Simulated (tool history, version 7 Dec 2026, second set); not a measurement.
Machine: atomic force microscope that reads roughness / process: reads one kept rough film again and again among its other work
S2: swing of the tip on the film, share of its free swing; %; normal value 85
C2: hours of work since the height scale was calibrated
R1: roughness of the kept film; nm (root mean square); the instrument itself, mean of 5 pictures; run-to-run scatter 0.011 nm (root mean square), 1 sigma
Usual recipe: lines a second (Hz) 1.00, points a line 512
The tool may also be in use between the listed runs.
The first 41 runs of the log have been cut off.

{"day": 85.717, "done": "new tip fitted"}
{"run": 42, "day": 86.046, "lines a second (Hz)": 2.84, "S2": 62, "points a line": 299, "pictures with this tip": 11, "C2": 1664, "R1": 2.303}
{"run": 43, "day": 88.858, "lines a second (Hz)": 2.84, "S2": 62, "points a line": 299, "pictures with this tip": 111, "C2": 1704, "R1": 1.467}
{"run": 44, "day": 90.417, "lines a second (Hz)": 2.84, "S2": 62, "points a line": 299, "pictures with this tip": 167, "C2": 1726, "R1": 1.203}
{"day": 90.6, "done": "new tip fitted"}
{"run": 45, "day": 93.146, "lines a second (Hz)": 1.17, "S2": 85, "points a line": 468, "pictures with this tip": 90, "C2": 1763, "R1": 1.535}
{"run": 46, "day": 94.938, "lines a second (Hz)": 1.17, "S2": 85, "points a line": 986, "pictures with this tip": 154, "C2": 1788, "R1": 1.261}
{"day": 95.412, "done": "new tip fitted"}
{"run": 47, "day": 97.417, "lines a second (Hz)": 1.17, "S2": 85, "points a line": 986, "pictures with this tip": 71, "C2": 1823, "R1": 1.685}
{"run": 48, "day": 99.742, "lines a second (Hz)": 1.17, "S2": 85, "points a line": 986, "pictures with this tip": 154, "C2": 1855, "R1": 1.238}
{"day": 100.329, "done": "new tip fitted"}
{"run": 49, "day": 101.746, "lines a second (Hz)": 0.59, "S2": 85, "points a line": 512, "pictures with this tip": 51, "C2": 1883, "R1": 1.863}
{"run": 50, "day": 102.988, "lines a second (Hz)": 2.75, "S2": 85, "points a line": 592, "pictures with this tip": 95, "C2": 1900, "R1": 1.228}

Predict each of these 5 candidate next runs independently; none follows another, all start after run 50:
{"run": "A", "day": 104.575, "lines a second (Hz)": 0.58, "S2": 85, "points a line": 592, "pictures with this tip": 151, "C2": 1922, "R1": "?"}
{"run": "B", "day": 104.575, "lines a second (Hz)": 2.75, "S2": 69, "points a line": 507, "pictures with this tip": 151, "C2": 1922, "R1": "?"}
{"run": "C", "day": 104.575, "lines a second (Hz)": 1.33, "S2": 86, "points a line": 260, "pictures with this tip": 151, "C2": 1922, "R1": "?"}
{"run": "D", "day": 104.575, "lines a second (Hz)": 1.39, "S2": 85, "points a line": 439, "pictures with this tip": 151, "C2": 1922, "R1": "?"}
{"run": "E", "day": 104.575, "lines a second (Hz)": 0.92, "S2": 85, "points a line": 289, "pictures with this tip": 151, "C2": 1922, "R1": "?"}

run=A R1=1.303
run=B R1=1.203
run=C R1=1.131
run=D R1=1.177
run=E R1=1.223
Had the tool no hidden state, the same runs would have come out as:
run=A R1=2.670
run=B R1=2.462
run=C R1=2.321
run=D R1=2.407
run=E R1=2.496
